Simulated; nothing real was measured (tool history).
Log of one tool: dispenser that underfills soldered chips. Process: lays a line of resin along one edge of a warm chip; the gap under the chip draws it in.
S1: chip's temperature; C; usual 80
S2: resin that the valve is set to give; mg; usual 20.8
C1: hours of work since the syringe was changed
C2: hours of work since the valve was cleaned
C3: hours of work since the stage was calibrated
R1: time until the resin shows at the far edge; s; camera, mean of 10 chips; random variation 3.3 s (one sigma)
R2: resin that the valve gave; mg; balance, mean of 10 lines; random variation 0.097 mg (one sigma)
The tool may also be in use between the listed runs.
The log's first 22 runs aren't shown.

{"run": 23, "hour": 84.6, "S1": 93, "S2": 18.1, "C1": 9, "C2": 82, "C3": 108, "R1": 341.6, "R2": 17.06}
{"hour": 85.2, "done": "new syringe of resin"}
{"run": 24, "hour": 89.6, "S1": 80, "S2": 25.7, "C1": 3, "C2": 85, "C3": 111, "R1": 411.7, "R2": 23.94}
{"run": 25, "hour": 93.2, "S1": 70, "S2": 17.9, "C1": 5, "C2": 87, "C3": 113, "R1": 846.1, "R2": 16.68}
{"run": 26, "hour": 96.6, "S1": 75, "S2": 17.8, "C1": 7, "C2": 89, "C3": 115, "R1": 737.8, "R2": 16.42}
{"run": 27, "hour": 99.0, "S1": 94, "S2": 26.3, "C1": 9, "C2": 91, "C3": 116, "R1": 299.8, "R2": 24.53}
{"hour": 100.5, "done": "new syringe of resin"}
{"run": 28, "hour": 102.3, "S1": 80, "S2": 21.1, "C1": 1, "C2": 93, "C3": 118, "R1": 377.9, "R2": 19.51}
{"run": 29, "hour": 105.3, "S1": 76, "S2": 20.8, "C1": 3, "C2": 95, "C3": 120, "R1": 532.7, "R2": 19.13}
{"run": 30, "hour": 110.2, "S1": 74, "S2": 18, "C1": 6, "C2": 98, "C3": 123, "R1": 736.3, "R2": 16.55}
{"run": 31, "hour": 114.4, "S1": 85, "S2": 22.1, "C1": 9, "C2": 100, "C3": 126, "R1": 464.9, "R2": 20.34}

Forecast each of these 4 alternatives for the next run:
{"hour": 115.9, "done": "new syringe of resin"}
{"run": "A", "hour": 117.9, "S1": 86, "S2": 21.2, "C1": 1, "C2": 102, "C3": 128, "R1": "?", "R2": "?"}
{"hour": 115.9, "done": "new syringe of resin"}
{"run": "B", "hour": 117.9, "S1": 76, "S2": 26.8, "C1": 1, "C2": 102, "C3": 128, "R1": "?", "R2": "?"}
{"hour": 115.9, "done": "new syringe of resin"}
{"run": "C", "hour": 117.9, "S1": 66, "S2": 22.2, "C1": 1, "C2": 102, "C3": 128, "R1": "?", "R2": "?"}
{"hour": 115.9, "done": "new syringe of resin"}
{"run": "D", "hour": 117.9, "S1": 85, "S2": 18.4, "C1": 1, "C2": 102, "C3": 128, "R1": "?", "R2": "?"}

run=A R1=275 R2=19.31
run=B R1=455.6 R2=24.49
run=C R1=814.4 R2=20.35
run=D R1=312.8 R2=16.78
Without the tool's hidden state the same runs would have given:
run=A R1=239.9 R2=21.09
run=B R1=400.5 R2=26.75
run=C R1=708.7 R2=22.23
run=D R1=269.7 R2=18.32
